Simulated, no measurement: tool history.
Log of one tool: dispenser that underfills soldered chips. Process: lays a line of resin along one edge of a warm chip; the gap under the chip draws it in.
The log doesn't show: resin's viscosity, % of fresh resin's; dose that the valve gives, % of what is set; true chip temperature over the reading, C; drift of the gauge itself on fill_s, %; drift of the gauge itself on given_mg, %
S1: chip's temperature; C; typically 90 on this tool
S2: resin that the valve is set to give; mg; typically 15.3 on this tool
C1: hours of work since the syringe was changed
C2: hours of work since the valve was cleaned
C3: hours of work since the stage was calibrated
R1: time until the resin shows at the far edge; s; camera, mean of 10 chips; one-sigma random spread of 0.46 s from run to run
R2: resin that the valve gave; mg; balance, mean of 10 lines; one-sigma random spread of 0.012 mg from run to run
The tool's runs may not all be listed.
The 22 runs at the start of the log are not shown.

run,day,S1,S2,C1,C2,C3,R1,R2
# day 3.246: new syringe of resin
23,3.258,88,15.8,0,18,110,37.8,15.69
24,3.342,103,13.6,1,19,111,21.1,13.49
25,3.433,99,14.1,3,20,113,27.2,14
26,3.567,99,14.7,5,22,115,29.8,14.54
27,3.667,99,14.7,7,24,116,31.9,14.55
28,3.812,103,14.7,9,26,118,30.6,14.54
29,3.908,103,14.7,10,28,120,32.6,14.56
# day 4.012: new syringe of resin
30,4.038,103,14.7,0,30,122,19.8,14.51
31,4.183,81,15,3,32,124,58.6,14.81
32,4.312,91,14.6,5,34,126,41.6,14.4
33,4.483,91,14.6,7,37,129,47.7,14.38
34,4.608,81,14.9,9,39,131,84.2,14.66
35,4.733,80,15.5,11,40,133,94.7,15.24
# day 4.792: new syringe of resin
# day 4.858: dispensing valve cleaned and set on the balance
36,4.979,82,14,2,2,136,55.7,13.99

Below are 3 alternative next runs, each starting from the tool's condition after run 36. Predict each:
A,5.142,99,14,5,4,138,?,?
B,5.142,89,15.3,5,4,138,?,?
C,5.142,82,19.7,5,4,138,?,?

run,R1,R2
A,30.7,13.97
B,45.1,15.3
C,62.7,19.67
With the hidden condition removed and each run's random variation left untouched, the same runs would have given:
run,R1,R2
A,25,14
B,36.6,15.33
C,51,19.71

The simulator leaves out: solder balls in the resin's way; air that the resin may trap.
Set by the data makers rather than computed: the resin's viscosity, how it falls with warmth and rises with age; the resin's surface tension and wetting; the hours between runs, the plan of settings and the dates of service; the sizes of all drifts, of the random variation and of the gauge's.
